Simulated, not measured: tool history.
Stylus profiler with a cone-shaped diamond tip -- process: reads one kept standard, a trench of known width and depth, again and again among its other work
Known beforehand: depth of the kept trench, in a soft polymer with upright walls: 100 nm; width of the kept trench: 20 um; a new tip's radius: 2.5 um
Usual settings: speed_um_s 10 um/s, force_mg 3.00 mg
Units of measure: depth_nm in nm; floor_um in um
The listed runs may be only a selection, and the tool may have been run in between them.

run	hour	speed_um_s	force_mg	depth_nm	floor_um
1	0.0	10	3.00	101.87	18.39
2	30.8	10	6.91	103.38	18.42
3	56.1	8	3.00	101.85	18.47
4	109.5	10	1.61	101.16	18.41
5	137.5	10	1.61	101.15	18.39
6	185.9	10	1.61	101.12	18.40
7	222.9	10	1.61	101.16	18.35
8	247.5	10	3.00	101.80	18.32
9	300.5	10	3.00	101.73	18.35
10	329.1	10	5.03	102.66	18.30
11	354.9	10	5.03	102.58	18.33
12	393.5	10	1.82	101.23	18.27
13	439.0	10	1.82	101.19	18.27
14	463.5	10	1.82	101.14	18.26
15	508.5	10	1.16	100.83	18.23
16	538.2	8	1.16	100.77	18.27
17	561.3	2	3.00	101.71	18.31
18	584.1	2	3.00	101.68	18.30
19	622.7	2	3.00	101.73	18.24
20	661.3	10	2.66	101.49	18.19
# hour 666.4: height scale calibrated on a step standard
21	699.2	10	2.66	101.44	18.22
22	726.1	10	2.66	101.38	18.20
23	769.3	10	2.66	101.42	18.13
24	816.6	2	1.40	100.78	18.21
25	871.1	5	1.40	100.78	18.14
# hour 915.4: new tip fitted, height scale calibrated
26	926.1	4	6.27	103.19	18.56
# hour 946.5: height scale calibrated on a step standard, once more
27	978.6	13	5.32	102.81	18.48
28	1006.1	13	6.58	103.22	18.50
29	1054.5	13	6.58	103.26	18.48
30	1103.3	19	2.11	101.43	18.41
31	1139.1	19	6.83	103.33	18.47
32	1185.8	19	3.84	102.17	18.39
33	1233.9	19	3.84	102.22	18.37
34	1263.7	19	3.84	102.16	18.35
35	1304.4	19	3.84	102.18	18.31
36	1334.0	4	2.35	101.55	18.37
37	1365.0	4	2.35	101.54	18.37
38	1393.3	8	4.34	102.36	18.34
39	1417.1	10	7.78	103.56	18.37
40	1446.0	6	6.68	103.17	18.36
41	1499.0	6	6.68	103.12	18.33
42	1533.8	5	4.34	102.34	18.35
43	1585.1	5	4.34	102.28	18.39
44	1611.4	3	1.02	100.72	18.32
45	1657.5	2	1.10	100.76	18.31
46	1713.0	2	1.10	100.72	18.29

What if the next run were any one of these 4? Each begins from the tool's condition after run 46:
A	1758.5	19	2.28	?	?
B	1758.5	5	2.02	?	?
C	1758.5	10	5.16	?	?
D	1758.5	9	1.47	?	?

run	depth_nm	floor_um
A	101.40	18.16
B	101.22	18.29
C	102.60	18.23
D	100.98	18.27
Without the tool's hidden state the same runs would have given:
run	depth_nm	floor_um
A	101.66	18.47
B	101.48	18.60
C	102.86	18.53
D	101.24	18.57
